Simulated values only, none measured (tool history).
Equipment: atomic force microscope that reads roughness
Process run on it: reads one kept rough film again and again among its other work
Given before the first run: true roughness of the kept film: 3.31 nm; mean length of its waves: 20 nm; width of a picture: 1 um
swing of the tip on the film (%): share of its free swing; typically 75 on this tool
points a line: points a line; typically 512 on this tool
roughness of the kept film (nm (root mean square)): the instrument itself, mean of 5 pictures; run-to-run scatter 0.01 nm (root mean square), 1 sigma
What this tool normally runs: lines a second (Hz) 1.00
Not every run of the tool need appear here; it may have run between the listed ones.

run   hour  lines a second (Hz)  swing of the tip on the film (%)  points a line  roughness of the kept film (nm (root mean square))
  1    0.0                 1.00                                75            512                                               1.707
  2   14.1                 1.00                                75            512                                               2.294
  3   24.3                 1.00                                82            512                                               2.200
  4   40.0                 1.00                                82            512                                               2.150
  5   50.9                 1.00                                82            512                                               2.123
  6   64.0                 1.00                                82            512                                               2.051
  7   82.7                 1.19                                82            512                                               1.996
  8  100.6                 1.00                                75            301                                               1.966
  9  119.8                 3.10                                75            512                                               1.748
 10  131.3                 0.53                                76            512                                               1.957
 11  143.4                 0.88                                75            806                                               1.905
 12  159.3                 1.27                                75            448                                               1.824
 13  177.5                 2.66                                75            364                                               1.630
 14  194.2                 2.66                                75            364                                               1.613
 15  213.0                 2.66                                64            364                                               1.670
 16  226.2                 2.66                                64            364                                               2.153
 17  244.9                 1.03                                75            512                                               2.145

Put back what was entered between runs (2 entries, withheld): which listed runs does each sit between, and how does the hidden state differ from the listed run before to the listed run after?
After run 1, before run 2: new tip fitted (hour 9.5)
  radius of the tip, nm: 24.5 -> 10.5
  measured minus no-state result, roughness of the kept film (nm (root mean square)): -0.618 -> -0.036
After run 15, before run 16: new tip fitted (hour 224.5)
  radius of the tip, nm: 23.9 -> 11.9; height scale over the true one, %: -0.31 -> -0.32
  measured minus no-state result, roughness of the kept film (nm (root mean square)): -0.581 -> -0.107

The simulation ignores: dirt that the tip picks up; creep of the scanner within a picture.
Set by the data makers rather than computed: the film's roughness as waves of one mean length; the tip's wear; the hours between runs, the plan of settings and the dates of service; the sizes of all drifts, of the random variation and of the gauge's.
